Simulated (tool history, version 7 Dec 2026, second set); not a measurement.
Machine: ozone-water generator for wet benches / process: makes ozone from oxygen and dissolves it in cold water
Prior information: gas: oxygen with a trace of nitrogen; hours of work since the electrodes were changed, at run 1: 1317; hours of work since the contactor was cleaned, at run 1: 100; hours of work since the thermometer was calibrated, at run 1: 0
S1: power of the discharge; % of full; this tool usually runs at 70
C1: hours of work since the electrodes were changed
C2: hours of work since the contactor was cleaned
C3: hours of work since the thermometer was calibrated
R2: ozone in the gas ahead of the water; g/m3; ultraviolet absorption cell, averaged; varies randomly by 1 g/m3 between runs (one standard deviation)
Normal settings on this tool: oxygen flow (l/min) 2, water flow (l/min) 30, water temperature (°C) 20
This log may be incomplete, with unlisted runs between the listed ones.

Run 1, day 0: usual settings; C1 1317; C2 100; C3 0. Result: dissolved ozone (ppm) 8, R2 174.1 g/m3.
Run 2, day 4.104: usual settings; C1 1408; C2 191; C3 91. Result: dissolved ozone (ppm) 8.1, R2 175.7 g/m3.
Run 3, day 11.317: usual settings but water temperature (°C) 13; C1 1568; C2 351; C3 251. Result: dissolved ozone (ppm) 8.3, R2 177 g/m3.
Run 4, day 15.392: usual settings; C1 1658; C2 441; C3 341. Result: dissolved ozone (ppm) 7.9, R2 174.9 g/m3.
Run 5, day 21.188: usual settings; C1 1786; C2 570; C3 469. Result: dissolved ozone (ppm) 8.1, R2 176.9 g/m3.
Run 6, day 26.825: usual settings; C1 1911; C2 694; C3 594. Result: dissolved ozone (ppm) 8, R2 178.5 g/m3.
Run 7, day 31.575: usual settings but S1 44 % of full; C1 2017; C2 800; C3 700. Result: dissolved ozone (ppm) 5.9, R2 128.3 g/m3.
Run 8, day 39.754: usual settings but S1 44 % of full; C1 2198; C2 981; C3 881. Result: dissolved ozone (ppm) 5.6, R2 129.9 g/m3.
Run 9, day 45.375: usual settings but S1 44 % of full; C1 2322; C2 1105; C3 1005. Result: dissolved ozone (ppm) 5.8, R2 127.8 g/m3.
Run 10, day 49.833: usual settings but S1 44 % of full; C1 2421; C2 1204; C3 1104. Result: dissolved ozone (ppm) 5.8, R2 128.2 g/m3.
Run 11, day 56.617: usual settings but S1 83 % of full; C1 2571; C2 1355; C3 1255. Result: dissolved ozone (ppm) 8.9, R2 200.6 g/m3.
Run 12, day 64.758: usual settings but S1 83 % of full; C1 2752; C2 1535; C3 1435. Result: dissolved ozone (ppm) 8.9, R2 202.8 g/m3.
Run 13, day 71.279: usual settings; C1 2896; C2 1680; C3 1579. Result: dissolved ozone (ppm) 7.8, R2 181.1 g/m3.
At day 76.771: gauge calibrated.
Run 14, day 77.804: usual settings; C1 3041; C2 1824; C3 1724. Result: dissolved ozone (ppm) 7.9, R2 173.1 g/m3.
Run 15, day 85.512: usual settings; C1 3212; C2 1995; C3 1895. Result: dissolved ozone (ppm) 7.8, R2 174.4 g/m3.
Run 16, day 89.175: usual settings but S1 57 % of full; C1 3293; C2 2076; C3 1976. Result: dissolved ozone (ppm) 6.9, R2 152.4 g/m3.
Run 17, day 94.388: usual settings but S1 57 % of full; C1 3408; C2 2192; C3 2092. Result: dissolved ozone (ppm) 6.7, R2 152.6 g/m3.
Run 18, day 102.092: usual settings but water flow (l/min) 37; C1 3579; C2 2362; C3 2262. Result: dissolved ozone (ppm) 6.3, R2 176.7 g/m3.
Run 19, day 105.721: usual settings but water flow (l/min) 37; C1 3660; C2 2443; C3 2343. Result: dissolved ozone (ppm) 6.4, R2 177.8 g/m3.
Run 20, day 111.246: usual settings but S1 83 % of full, water temperature (°C) 15; C1 3782; C2 2565; C3 2465. Result: dissolved ozone (ppm) 9.2, R2 201.1 g/m3.
Run 21, day 117.267: usual settings but S1 83 % of full, oxygen flow (l/min) 1.89, water flow (l/min) 43, water temperature (°C) 16; C1 3915; C2 2699; C3 2599. Result: dissolved ozone (ppm) 5.9, R2 205.4 g/m3.
Run 22, day 125.162: usual settings but S1 43 % of full, oxygen flow (l/min) 1.16, water temperature (°C) 19; C1 4090; C2 2874; C3 2773. Result: dissolved ozone (ppm) 4.5, R2 163.3 g/m3.
At day 125.871: water thermometer calibrated.
Run 23, day 132.675: usual settings but S1 43 % of full, oxygen flow (l/min) 1.36, water temperature (°C) 27; C1 4256; C2 3040; C3 151. Result: dissolved ozone (ppm) 4.5, R2 150.9 g/m3.
Run 24, day 139.446: usual settings but S1 43 % of full, oxygen flow (l/min) 1.36, water temperature (°C) 27; C1 4406; C2 3190; C3 301. Result: dissolved ozone (ppm) 4.8, R2 152.9 g/m3.
Run 25, day 146.604: usual settings but S1 43 % of full, oxygen flow (l/min) 1.36, water temperature (°C) 27; C1 4565; C2 3348; C3 459. Result: dissolved ozone (ppm) 4.8, R2 153 g/m3.
Run 26, day 150.488: usual settings but S1 43 % of full, oxygen flow (l/min) 1.36, water temperature (°C) 27; C1 4651; C2 3434; C3 546. Result: dissolved ozone (ppm) 4.7, R2 152.6 g/m3.
Run 27, day 154.55: usual settings but S1 43 % of full, oxygen flow (l/min) 1.36, water temperature (°C) 27; C1 4741; C2 3524; C3 636. Result: dissolved ozone (ppm) 4.7, R2 151.3 g/m3.
Run 28, day 161.312: usual settings but S1 60 % of full, oxygen flow (l/min) 1.63, water flow (l/min) 42, water temperature (°C) 17; C1 4891; C2 3674; C3 785. Result: dissolved ozone (ppm) 4.5, R2 177.6 g/m3.
Run 29, day 168.979: usual settings but S1 40 % of full, water flow (l/min) 32; C1 5061; C2 3844; C3 955. Result: dissolved ozone (ppm) 4.8, R2 121.5 g/m3.
Run 30, day 175.15: usual settings but S1 53 % of full, water flow (l/min) 23; C1 5197; C2 3981; C3 1092. Result: dissolved ozone (ppm) 8.4, R2 148.2 g/m3.
Run 31, day 183.179: usual settings but S1 53 % of full, water flow (l/min) 23; C1 5375; C2 4159; C3 1270. Result: dissolved ozone (ppm) 8.5, R2 149.6 g/m3.
At day 185.954: contactor cleaned.
Run 32, day 186.675: usual settings but S1 65 % of full, oxygen flow (l/min) 1.56, water flow (l/min) 21, water temperature (°C) 14; C1 5449; C2 16; C3 1344. Result: dissolved ozone (ppm) 10.2, R2 192.4 g/m3.

Below are 4 alternative next runs, each starting from the tool's condition after run 32. Predict each:
Run A, day 193.208: usual settings but S1 63 % of full, oxygen flow (l/min) 1.2, water flow (l/min) 18, water temperature (°C) 14; C1 5594; C2 161; C3 1489. Result: dissolved ozone (ppm) ?, R2 ?.
Run B, day 193.208: usual settings but S1 65 % of full, oxygen flow (l/min) 1.4, water flow (l/min) 21, water temperature (°C) 27; C1 5594; C2 161; C3 1489. Result: dissolved ozone (ppm) ?, R2 ?.
Run C, day 193.208: usual settings but S1 83 % of full; C1 5594; C2 161; C3 1489. Result: dissolved ozone (ppm) ?, R2 ?.
Run D, day 193.208: usual settings but S1 65 % of full, oxygen flow (l/min) 2.14, water flow (l/min) 29, water temperature (°C) 27; C1 5594; C2 161; C3 1489. Result: dissolved ozone (ppm) ?, R2 ?.

run  dissolved ozone (ppm)     R2
  A                   10.6  215.6
  B                      9  203.1
  C                    8.8  205.9
  D                    7.6  166.3
With no hidden state in the tool, these same runs would have given:
run  dissolved ozone (ppm)     R2
  A                   10.6  206.8
  B                      9  194.7
  C                    8.8  197.6
  D                    7.6  159.5

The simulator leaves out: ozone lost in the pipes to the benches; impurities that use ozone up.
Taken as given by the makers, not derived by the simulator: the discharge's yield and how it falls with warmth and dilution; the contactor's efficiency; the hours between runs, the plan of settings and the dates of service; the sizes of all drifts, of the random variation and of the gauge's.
